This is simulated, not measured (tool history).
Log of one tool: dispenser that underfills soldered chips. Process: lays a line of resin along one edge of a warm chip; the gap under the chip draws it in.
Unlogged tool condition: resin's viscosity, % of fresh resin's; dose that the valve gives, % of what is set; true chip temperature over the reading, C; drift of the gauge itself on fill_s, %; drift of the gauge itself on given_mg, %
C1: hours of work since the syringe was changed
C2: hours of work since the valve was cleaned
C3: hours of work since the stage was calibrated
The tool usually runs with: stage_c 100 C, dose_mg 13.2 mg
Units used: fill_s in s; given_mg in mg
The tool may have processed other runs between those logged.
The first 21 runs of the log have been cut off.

run 22 hour=66.4 | stage_c=100 dose_mg=11.3 | C1=3 C2=12 C3=135 | fill_s=71.2 given_mg=11.19
run 23 hour=71.3 | stage_c=88 dose_mg=15.3 | C1=6 C2=15 C3=138 | fill_s=108.1 given_mg=15.17
-- hour=72.1 new syringe of resin
run 24 hour=74.6 | stage_c=104 dose_mg=15.9 | C1=1 C2=17 C3=140 | fill_s=54 given_mg=15.74
run 25 hour=78.7 | stage_c=104 dose_mg=15.9 | C1=4 C2=19 C3=143 | fill_s=60.6 given_mg=15.84
run 26 hour=81.6 | stage_c=104 dose_mg=15.9 | C1=6 C2=21 C3=144 | fill_s=64 given_mg=15.74
-- hour=83.5 new syringe of resin
run 27 hour=86.7 | stage_c=104 dose_mg=15.9 | C1=2 C2=24 C3=147 | fill_s=56.2 given_mg=15.67
run 28 hour=90.6 | stage_c=109 dose_mg=12.2 | C1=4 C2=27 C3=150 | fill_s=54.5 given_mg=12.09
run 29 hour=93.6 | stage_c=113 dose_mg=11.7 | C1=6 C2=28 C3=152 | fill_s=53.2 given_mg=11.54
-- hour=94.8 new syringe of resin
run 30 hour=96 | stage_c=86 dose_mg=11.7 | C1=1 C2=30 C3=153 | fill_s=96.1 given_mg=11.56
run 31 hour=99.2 | stage_c=92 dose_mg=11.7 | C1=3 C2=32 C3=155 | fill_s=86.5 given_mg=11.46
run 32 hour=103.4 | stage_c=111 dose_mg=11.7 | C1=5 C2=34 C3=157 | fill_s=54.1 given_mg=11.48
-- hour=105.8 new syringe of resin
run 33 hour=106.8 | stage_c=111 dose_mg=11.7 | C1=1 C2=36 C3=159 | fill_s=44.1 given_mg=11.5
run 34 hour=109.4 | stage_c=98 dose_mg=17 | C1=2 C2=38 C3=161 | fill_s=66.5 given_mg=16.78
run 35 hour=113.3 | stage_c=101 dose_mg=11.2 | C1=5 C2=40 C3=163 | fill_s=71.2 given_mg=11
run 36 hour=116.2 | stage_c=101 dose_mg=11.2 | C1=6 C2=42 C3=165 | fill_s=75.4 given_mg=10.99

3 options for the next run, each taken on its own from the tool as it stands now. Forecast them:
-- hour=117.2 new syringe of resin
run A hour=119.8 | stage_c=101 dose_mg=11.6 | C1=2 C2=44 C3=167 | fill_s=? given_mg=?
-- hour=117.2 new syringe of resin
run B hour=119.8 | stage_c=114 dose_mg=16.1 | C1=2 C2=44 C3=167 | fill_s=? given_mg=?
-- hour=117.2 new syringe of resin
run C hour=119.8 | stage_c=91 dose_mg=16.6 | C1=2 C2=44 C3=167 | fill_s=? given_mg=?

run=A fill_s=62.8 given_mg=11.4
run=B fill_s=41.5 given_mg=15.79
run=C fill_s=82.7 given_mg=16.27
What these runs would have given with no unlogged condition in the tool:
run=A fill_s=57.1 given_mg=11.62
run=B fill_s=38 given_mg=16.1
run=C fill_s=75.4 given_mg=16.59

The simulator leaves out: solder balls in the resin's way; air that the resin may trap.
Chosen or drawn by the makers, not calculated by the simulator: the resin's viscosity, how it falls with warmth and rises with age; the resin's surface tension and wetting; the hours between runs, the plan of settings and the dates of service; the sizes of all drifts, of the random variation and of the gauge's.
